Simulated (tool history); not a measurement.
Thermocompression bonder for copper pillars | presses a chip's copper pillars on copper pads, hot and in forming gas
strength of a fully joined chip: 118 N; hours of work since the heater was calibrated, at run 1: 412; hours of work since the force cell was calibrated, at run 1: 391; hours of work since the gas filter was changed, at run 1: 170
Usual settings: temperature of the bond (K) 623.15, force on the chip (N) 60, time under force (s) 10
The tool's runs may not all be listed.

run,day,temperature of the bond (K),force on the chip (N),time under force (s),hours of work since the heater was calibrated,hours of work since the force cell was calibrated,hours of work since the gas filter was changed,force that shears a chip off (N)
1,0,623.15,60,10,412,391,170,75.3
2,0.633,623.15,60,10,423,402,180,75.2
3,0.933,611.15,60,10,428,407,185,68.1
4,1.608,611.15,60,10,439,418,196,68.3
5,2.1,623.15,60,10,447,426,205,74.4
6,2.562,619.15,60,10,455,434,212,71.7
7,3.054,634.15,60,10,463,442,220,78.3
8,3.717,634.15,60,10,474,453,231,77.9
9,4.012,623.15,60,24,479,458,236,89.9
10,4.458,623.15,60,24,486,465,244,89.6
11,4.792,623.15,60,10,492,471,249,72
12,5.083,623.15,60,10,497,476,254,73
13,5.6,623.15,60,10,505,484,263,72.4
14,5.9,641.15,60,7,510,489,268,74
# day 6.017: heater calibrated with a thermocouple chip
15,6.471,616.15,80,10,8,497,276,85.1
16,7.154,629.15,46,11,19,509,287,60.4
17,7.829,648.15,62,13,30,520,298,88.7
# day 8.488: heater calibrated with a thermocouple chip, once more
18,8.579,616.15,60,5,2,531,309,56.4
19,9.262,616.15,60,5,13,542,321,56.4
20,9.867,614.15,76,10,23,552,331,80.9
21,10.321,614.15,39,10,30,560,338,44
22,10.908,614.15,63,23,40,569,348,85.2
23,11.288,637.15,60,10,46,576,354,77.7
24,11.896,637.15,60,10,57,586,364,77.2
25,12.4,599.15,58,6,65,594,373,47.7
26,12.7,599.15,58,6,70,599,378,47.4

Hidden state at the last listed run before each entry between runs and at the first one after, where it differs:
Between runs 14 and 15: heater calibrated with a thermocouple chip (day 6.017)
  true temperature of the bond over the reading, C: -3.8 -> -5.3; force that reaches the chip, % of what is set: 96.7 -> 96.6; oxide that the forming gas leaves, % of the face: 7.54 -> 7.75
  measured less the result without the state, force that shears a chip off (N): -9.7 -> -11.4
Between runs 17 and 18: heater calibrated with a thermocouple chip, once more (day 8.488)
  true temperature of the bond over the reading, C: -5.5 -> 0.2; force that reaches the chip, % of what is set: 96.5 -> 96.4; oxide that the forming gas leaves, % of the face: 8.33 -> 8.6
  measured less the result without the state, force that shears a chip off (N): -11.6 -> -7.1
